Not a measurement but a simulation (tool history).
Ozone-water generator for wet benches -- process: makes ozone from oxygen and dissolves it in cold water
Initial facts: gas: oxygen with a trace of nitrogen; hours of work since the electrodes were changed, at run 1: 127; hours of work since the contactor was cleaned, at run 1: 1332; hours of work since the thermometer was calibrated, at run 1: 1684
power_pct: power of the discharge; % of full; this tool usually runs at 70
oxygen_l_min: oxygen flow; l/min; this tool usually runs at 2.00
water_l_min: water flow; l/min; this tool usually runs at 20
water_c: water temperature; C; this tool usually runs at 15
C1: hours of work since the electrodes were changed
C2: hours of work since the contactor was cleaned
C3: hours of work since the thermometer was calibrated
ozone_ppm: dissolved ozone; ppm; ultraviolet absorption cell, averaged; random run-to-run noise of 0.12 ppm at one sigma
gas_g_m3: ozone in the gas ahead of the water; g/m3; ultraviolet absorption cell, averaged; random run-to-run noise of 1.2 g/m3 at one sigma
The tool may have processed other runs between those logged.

{"run": 1, "day": 0.0, "power_pct": 70, "oxygen_l_min": 2.0, "water_l_min": 20, "water_c": 15, "C1": 127, "C2": 1332, "C3": 1684, "ozone_ppm": 9.4, "gas_g_m3": 205.5}
{"run": 2, "day": 0.771, "power_pct": 70, "oxygen_l_min": 2.0, "water_l_min": 28, "water_c": 15, "C1": 141, "C2": 1346, "C3": 1698, "ozone_ppm": 6.0, "gas_g_m3": 205.1}
{"run": 3, "day": 2.0, "power_pct": 70, "oxygen_l_min": 2.29, "water_l_min": 20, "water_c": 15, "C1": 164, "C2": 1369, "C3": 1720, "ozone_ppm": 9.7, "gas_g_m3": 189.9}
{"run": 4, "day": 2.704, "power_pct": 70, "oxygen_l_min": 2.29, "water_l_min": 20, "water_c": 15, "C1": 176, "C2": 1381, "C3": 1733, "ozone_ppm": 9.6, "gas_g_m3": 191.0}
{"run": 5, "day": 3.429, "power_pct": 70, "oxygen_l_min": 2.29, "water_l_min": 20, "water_c": 15, "C1": 190, "C2": 1395, "C3": 1746, "ozone_ppm": 9.7, "gas_g_m3": 188.3}
{"run": 6, "day": 4.7, "power_pct": 53, "oxygen_l_min": 2.0, "water_l_min": 20, "water_c": 15, "C1": 213, "C2": 1418, "C3": 1769, "ozone_ppm": 7.5, "gas_g_m3": 166.0}
{"run": 7, "day": 5.55, "power_pct": 53, "oxygen_l_min": 2.0, "water_l_min": 20, "water_c": 15, "C1": 228, "C2": 1433, "C3": 1785, "ozone_ppm": 7.5, "gas_g_m3": 164.9}
{"run": 8, "day": 6.775, "power_pct": 53, "oxygen_l_min": 2.0, "water_l_min": 20, "water_c": 15, "C1": 250, "C2": 1455, "C3": 1807, "ozone_ppm": 7.7, "gas_g_m3": 165.6}
{"run": 9, "day": 7.9, "power_pct": 53, "oxygen_l_min": 2.0, "water_l_min": 20, "water_c": 15, "C1": 271, "C2": 1476, "C3": 1827, "ozone_ppm": 7.4, "gas_g_m3": 165.6}
{"run": 10, "day": 8.983, "power_pct": 53, "oxygen_l_min": 2.0, "water_l_min": 20, "water_c": 15, "C1": 291, "C2": 1495, "C3": 1847, "ozone_ppm": 7.7, "gas_g_m3": 163.7}
{"run": 11, "day": 9.692, "power_pct": 53, "oxygen_l_min": 2.0, "water_l_min": 20, "water_c": 15, "C1": 303, "C2": 1508, "C3": 1860, "ozone_ppm": 7.7, "gas_g_m3": 166.5}
{"run": 12, "day": 10.792, "power_pct": 41, "oxygen_l_min": 2.0, "water_l_min": 20, "water_c": 15, "C1": 323, "C2": 1528, "C3": 1880, "ozone_ppm": 6.3, "gas_g_m3": 135.4}
{"run": 13, "day": 11.508, "power_pct": 41, "oxygen_l_min": 2.0, "water_l_min": 20, "water_c": 15, "C1": 336, "C2": 1541, "C3": 1893, "ozone_ppm": 6.2, "gas_g_m3": 134.1}
{"run": 14, "day": 12.475, "power_pct": 70, "oxygen_l_min": 2.0, "water_l_min": 20, "water_c": 21, "C1": 354, "C2": 1559, "C3": 1910, "ozone_ppm": 9.0, "gas_g_m3": 204.0}
{"run": 15, "day": 13.2, "power_pct": 70, "oxygen_l_min": 2.0, "water_l_min": 20, "water_c": 21, "C1": 367, "C2": 1572, "C3": 1924, "ozone_ppm": 8.9, "gas_g_m3": 204.2}
{"run": 16, "day": 13.879, "power_pct": 70, "oxygen_l_min": 1.81, "water_l_min": 20, "water_c": 15, "C1": 380, "C2": 1584, "C3": 1936, "ozone_ppm": 9.1, "gas_g_m3": 216.3}
{"run": 17, "day": 14.662, "power_pct": 50, "oxygen_l_min": 2.0, "water_l_min": 17, "water_c": 15, "C1": 394, "C2": 1599, "C3": 1950, "ozone_ppm": 8.4, "gas_g_m3": 156.7}
{"run": 18, "day": 15.892, "power_pct": 50, "oxygen_l_min": 2.0, "water_l_min": 17, "water_c": 15, "C1": 416, "C2": 1621, "C3": 1973, "ozone_ppm": 8.6, "gas_g_m3": 154.3}
{"run": 19, "day": 16.408, "power_pct": 95, "oxygen_l_min": 2.39, "water_l_min": 17, "water_c": 22, "C1": 425, "C2": 1630, "C3": 1982, "ozone_ppm": 13.3, "gas_g_m3": 230.7}
{"run": 20, "day": 17.262, "power_pct": 81, "oxygen_l_min": 3.56, "water_l_min": 32, "water_c": 21, "C1": 441, "C2": 1646, "C3": 1997, "ozone_ppm": 6.2, "gas_g_m3": 158.0}
{"run": 21, "day": 17.833, "power_pct": 82, "oxygen_l_min": 2.36, "water_l_min": 32, "water_c": 21, "C1": 451, "C2": 1656, "C3": 2008, "ozone_ppm": 5.8, "gas_g_m3": 204.2}
{"run": 22, "day": 18.988, "power_pct": 63, "oxygen_l_min": 1.51, "water_l_min": 31, "water_c": 15, "C1": 472, "C2": 1677, "C3": 2029, "ozone_ppm": 4.6, "gas_g_m3": 222.6}
{"run": 23, "day": 19.862, "power_pct": 51, "oxygen_l_min": 1.4, "water_l_min": 18, "water_c": 7, "C1": 488, "C2": 1693, "C3": 2045, "ozone_ppm": 8.1, "gas_g_m3": 199.6}
{"run": 24, "day": 20.962, "power_pct": 91, "oxygen_l_min": 2.75, "water_l_min": 18, "water_c": 7, "C1": 508, "C2": 1713, "C3": 2065, "ozone_ppm": 13.9, "gas_g_m3": 198.9}
{"run": 25, "day": 21.967, "power_pct": 53, "oxygen_l_min": 1.55, "water_l_min": 31, "water_c": 19, "C1": 526, "C2": 1731, "C3": 2083, "ozone_ppm": 4.0, "gas_g_m3": 191.7}
{"run": 26, "day": 22.808, "power_pct": 50, "oxygen_l_min": 1.55, "water_l_min": 31, "water_c": 13, "C1": 542, "C2": 1747, "C3": 2098, "ozone_ppm": 3.9, "gas_g_m3": 179.3}
{"run": 27, "day": 23.771, "power_pct": 80, "oxygen_l_min": 1.55, "water_l_min": 19, "water_c": 13, "C1": 559, "C2": 1764, "C3": 2116, "ozone_ppm": 10.3, "gas_g_m3": 263.3}
{"run": 28, "day": 24.492, "power_pct": 80, "oxygen_l_min": 1.55, "water_l_min": 19, "water_c": 20, "C1": 572, "C2": 1777, "C3": 2129, "ozone_ppm": 9.6, "gas_g_m3": 259.3}
{"run": 29, "day": 25.154, "power_pct": 80, "oxygen_l_min": 1.55, "water_l_min": 19, "water_c": 20, "C1": 584, "C2": 1789, "C3": 2141, "ozone_ppm": 9.9, "gas_g_m3": 261.6}
{"run": 30, "day": 25.908, "power_pct": 87, "oxygen_l_min": 1.07, "water_l_min": 14, "water_c": 14, "C1": 598, "C2": 1803, "C3": 2155, "ozone_ppm": 14.8, "gas_g_m3": 343.9}
{"run": 31, "day": 26.604, "power_pct": 79, "oxygen_l_min": 2.0, "water_l_min": 13, "water_c": 17, "C1": 611, "C2": 1816, "C3": 2167, "ozone_ppm": 15.7, "gas_g_m3": 219.9}
{"run": 32, "day": 27.862, "power_pct": 70, "oxygen_l_min": 1.06, "water_l_min": 22, "water_c": 20, "C1": 634, "C2": 1838, "C3": 2190, "ozone_ppm": 6.8, "gas_g_m3": 297.6}

How would selected steps in ozone_ppm from run to run divide? Give the signed amount a tool lacking its hidden state would still show from settings, what came in and random variation, and the signed amount left for the hidden state, including any gauge scatter that is not in both of the compared results.
The hidden state here: yield of the discharge, % of new electrodes'; contactor's efficiency, % of a clean one's; true water temperature over the reading, C; drift of the gauge itself on ozone_ppm, %; drift of the gauge itself on gas_g_m3, %.
Run 19 -> 20: power_pct 95 -> 81, oxygen_l_min 2.39 -> 3.56, water_l_min 17 -> 32, water_c 22 -> 21. ozone_ppm -7.1 ppm: hidden state +0.6, all else -7.7.
Run 23 -> 24: power_pct 51 -> 91, oxygen_l_min 1.40 -> 2.75. ozone_ppm +5.8 ppm: hidden state -0.8, all else +6.6.
Run 24 -> 25: power_pct 91 -> 53, oxygen_l_min 2.75 -> 1.55, water_l_min 18 -> 31, water_c 7 -> 19. ozone_ppm -9.9 ppm: hidden state +1.0, all else -10.9.
Run 31 -> 32: power_pct 79 -> 70, oxygen_l_min 2.00 -> 1.06, water_l_min 13 -> 22, water_c 17 -> 20. ozone_ppm -8.9 ppm: hidden state +0.8, all else -9.7.
